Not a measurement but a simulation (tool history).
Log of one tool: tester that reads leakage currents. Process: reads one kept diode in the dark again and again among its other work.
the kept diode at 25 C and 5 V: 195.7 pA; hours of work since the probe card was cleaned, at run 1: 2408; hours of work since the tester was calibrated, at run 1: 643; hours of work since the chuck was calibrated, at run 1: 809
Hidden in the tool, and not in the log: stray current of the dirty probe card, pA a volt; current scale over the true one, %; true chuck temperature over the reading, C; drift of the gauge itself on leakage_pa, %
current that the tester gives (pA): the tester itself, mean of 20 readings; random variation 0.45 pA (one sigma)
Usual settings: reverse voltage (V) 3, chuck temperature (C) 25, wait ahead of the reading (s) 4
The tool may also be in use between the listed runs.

run,hour,reverse voltage (V),chuck temperature (C),wait ahead of the reading (s),hours of work since the probe card was cleaned,hours of work since the tester was calibrated,hours of work since the chuck was calibrated,current that the tester gives (pA)
1,0,3,25,4,2408,643,809,157.53
2,120.5,3,35,4,2466,700,867,365.42
3,220.7,3,35,4,2514,748,915,365.62
4,343.9,3,25,4,2573,807,974,158.96
5,468,3,25,0.44,2632,867,1033,160.49
6,539.4,3,25,0.44,2666,901,1067,159.73
7,621.6,3,25,4,2706,940,1106,160.36
8,732.5,3,25,4,2759,993,1160,160.2
9,869.7,3,25,4,2824,1059,1225,161.26
10,967.8,3,25,4,2871,1106,1272,162.31
11,1060.5,3,25,4,2916,1150,1317,161.84
12,1142.9,3,25,4,2955,1190,1356,162.67
13,1216.5,3,25,4,2990,1225,1391,162.38
14,1357.2,3,21,4,3058,1292,1459,115.77
15,1445,3,21,6.26,3100,1334,1501,115.5
16,1563.3,12,25,4,3156,1391,1557,363.58
# hour 1639.2: chuck's temperature calibrated
# hour 1649.5: probe card cleaned and baked
17,1697.3,12,25,4,23,1453,26,324.54
18,1785.4,3,25,4,65,1495,69,150.26
19,1909.1,3,25,4,124,1554,128,150.04
20,2033.3,3,25,4,184,1613,187,150.42
21,2119.6,3,21,4,225,1655,228,105.58
22,2253.8,1.64,25,1.25,289,1719,293,108.36
23,2374.5,1.64,25,0.97,347,1777,351,108.64
24,2501.4,1.09,25,0.97,408,1837,411,86.64
25,2642.7,5.31,30,2.52,475,1905,479,324.5
26,2773,5.31,30,2.52,538,1967,541,324.42
27,2865.5,1.18,24,3.86,582,2012,585,83.58
28,2983.2,2.81,50,1.07,638,2068,642,1134.26
29,3110.5,2.81,50,1.07,699,2129,703,1128.95
30,3192.3,5.39,21,0.56,738,2168,742,152.29
31,3348.4,5.39,21,0.56,813,2243,817,153.64
32,3487.7,1.04,22,7.96,880,2309,883,66.03
33,3630.6,14.81,26,0.77,948,2378,952,422.24
34,3774.1,14.81,26,0.77,1017,2447,1020,426.13
35,3895.5,14.81,26,0.77,1075,2505,1079,425.73
36,4043.3,3,49,4,1146,2575,1149,1106.31
37,4195.4,7.02,29,4,1219,2648,1222,360.68
38,4266.3,3,58,1.68,1252,2682,1256,2151.74
39,4411.9,3,58,1.68,1322,2752,1326,2153.32
40,4552.1,2.48,25,4,1389,2819,1393,143.43
41,4619.8,6.64,56,5.13,1422,2851,1425,2920.78

Forecast each of these 3 alternatives for the next run:
A,4761.1,6.64,56,1.33,1489,2919,1493,?
B,4761.1,9.63,25,1.79,1489,2919,1493,?
C,4761.1,2.24,25,1.53,1489,2919,1493,?

run,current that the tester gives (pA)
A,2910.45
B,311.1
C,135.29
Without the tool's hidden state the same runs would have given:
run,current that the tester gives (pA)
A,2742.08
B,283.06
C,124.71
